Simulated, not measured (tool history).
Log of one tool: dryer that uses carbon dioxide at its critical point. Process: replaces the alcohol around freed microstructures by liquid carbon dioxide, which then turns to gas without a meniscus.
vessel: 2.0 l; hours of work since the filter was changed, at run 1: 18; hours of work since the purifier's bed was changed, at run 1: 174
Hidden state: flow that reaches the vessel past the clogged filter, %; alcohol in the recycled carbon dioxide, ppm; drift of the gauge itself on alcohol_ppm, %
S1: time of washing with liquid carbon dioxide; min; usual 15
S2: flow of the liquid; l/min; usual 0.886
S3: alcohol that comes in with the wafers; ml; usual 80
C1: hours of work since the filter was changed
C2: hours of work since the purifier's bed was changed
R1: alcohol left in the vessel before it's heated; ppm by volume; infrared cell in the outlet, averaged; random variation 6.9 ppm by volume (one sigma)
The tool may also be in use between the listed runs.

Run 1, hour 0: usual settings; C1 18; C2 174. Result: R1 398 ppm by volume.
Run 2, hour 32.4: usual settings; C1 39; C2 194. Result: R1 420 ppm by volume.
Run 3, hour 67: usual settings; C1 61; C2 216. Result: R1 443 ppm by volume.
Run 4, hour 98.7: usual settings; C1 81; C2 236. Result: R1 449 ppm by volume.
Run 5, hour 117.8: usual settings; C1 93; C2 249. Result: R1 473 ppm by volume.
Run 6, hour 161.6: usual settings; C1 121; C2 276. Result: R1 484 ppm by volume.
Run 7, hour 197.4: usual settings; C1 144; C2 299. Result: R1 516 ppm by volume.
Run 8, hour 234.3: usual settings; C1 167; C2 323. Result: R1 540 ppm by volume.
At hour 268.6: inlet filter changed.
Run 9, hour 268.6: usual settings; C1 0; C2 344. Result: R1 453 ppm by volume.
Run 10, hour 291: usual settings; C1 14; C2 358. Result: R1 460 ppm by volume.
Run 11, hour 316.2: usual settings but S3 120 ml; C1 30; C2 374. Result: R1 647 ppm by volume.
Run 12, hour 341: usual settings; C1 46; C2 390. Result: R1 485 ppm by volume.
Run 13, hour 375.2: usual settings; C1 68; C2 412. Result: R1 514 ppm by volume.
Run 14, hour 394.6: usual settings; C1 80; C2 424. Result: R1 517 ppm by volume.
Run 15, hour 430.2: usual settings; C1 103; C2 446. Result: R1 555 ppm by volume.
Run 16, hour 457.7: usual settings; C1 120; C2 464. Result: R1 547 ppm by volume.
Run 17, hour 480.9: usual settings; C1 135; C2 479. Result: R1 578 ppm by volume.
Run 18, hour 523.7: usual settings but S1 17 min, S3 43 ml; C1 162; C2 506. Result: R1 318 ppm by volume.
Run 19, hour 552.8: usual settings but S3 64 ml; C1 181; C2 524. Result: R1 544 ppm by volume.
At hour 567.9: inlet filter changed.
Run 20, hour 577.9: usual settings but S3 64 ml; C1 6; C2 540. Result: R1 469 ppm by volume.
Run 21, hour 621.4: usual settings but S3 64 ml; C1 34; C2 567. Result: R1 502 ppm by volume.
Run 22, hour 651.5: usual settings but S3 64 ml; C1 53; C2 586. Result: R1 513 ppm by volume.
At hour 664.8: purifier's bed changed.
Run 23, hour 675.8: usual settings but S1 17 min, S2 0.709 l/min; C1 67; C2 7. Result: R1 598 ppm by volume.
Run 24, hour 694.7: usual settings but S1 21 min, S2 1.164 l/min, S3 23 ml; C1 79; C2 19. Result: R1 18 ppm by volume.
Run 25, hour 727.7: usual settings but S1 22 min, S2 0.698 l/min; C1 100; C2 40. Result: R1 210 ppm by volume.
Run 26, hour 753.2: usual settings but S1 22 min, S2 0.698 l/min; C1 116; C2 56. Result: R1 221 ppm by volume.
Run 27, hour 785.2: usual settings but S1 18 min, S2 0.779 l/min; C1 136; C2 76. Result: R1 331 ppm by volume.
Run 28, hour 829.4: usual settings but S1 18 min, S2 0.935 l/min; C1 164; C2 105. Result: R1 163 ppm by volume.
Run 29, hour 852.5: usual settings but S1 18 min, S2 1.198 l/min, S3 64 ml; C1 179; C2 119. Result: R1 64 ppm by volume.
At hour 869.3: inlet filter changed.
Run 30, hour 878.1: usual settings but S1 13 min, S2 0.722 l/min, S3 21 ml; C1 6; C2 135. Result: R1 417 ppm by volume.
Run 31, hour 909.9: usual settings but S1 20 min, S2 1.06 l/min, S3 102 ml; C1 26; C2 155. Result: R1 90 ppm by volume.

Hidden state or all else? Some run-to-run changes of R1, split into what the settings, what came in and random variation would give without the hidden state, and what is left for the hidden state (with any gauge scatter that isn't in both results):
Run 8 -> 9: inlet filter changed. R1 -87 ppm by volume: hidden state -87, all else +0.
Run 19 -> 20: inlet filter changed. R1 -75 ppm by volume: hidden state -66, all else -9.
Run 22 -> 23: S1 15 -> 17, S2 0.886 -> 0.709, S3 64 -> 80, purifier's bed changed. R1 +85 ppm by volume: hidden state -199, all else +284.
Run 23 -> 24: S1 17 -> 21, S2 0.709 -> 1.164, S3 80 -> 23. R1 -580 ppm by volume: hidden state -50, all else -530.
Run 29 -> 30: S1 18 -> 13, S2 1.198 -> 0.722, S3 64 -> 21, inlet filter changed. R1 +353 ppm by volume: hidden state +3, all else +350.
Run 30 -> 31: S1 13 -> 20, S2 0.722 -> 1.06, S3 21 -> 102. R1 -327 ppm by volume: hidden state +8, all else -335.
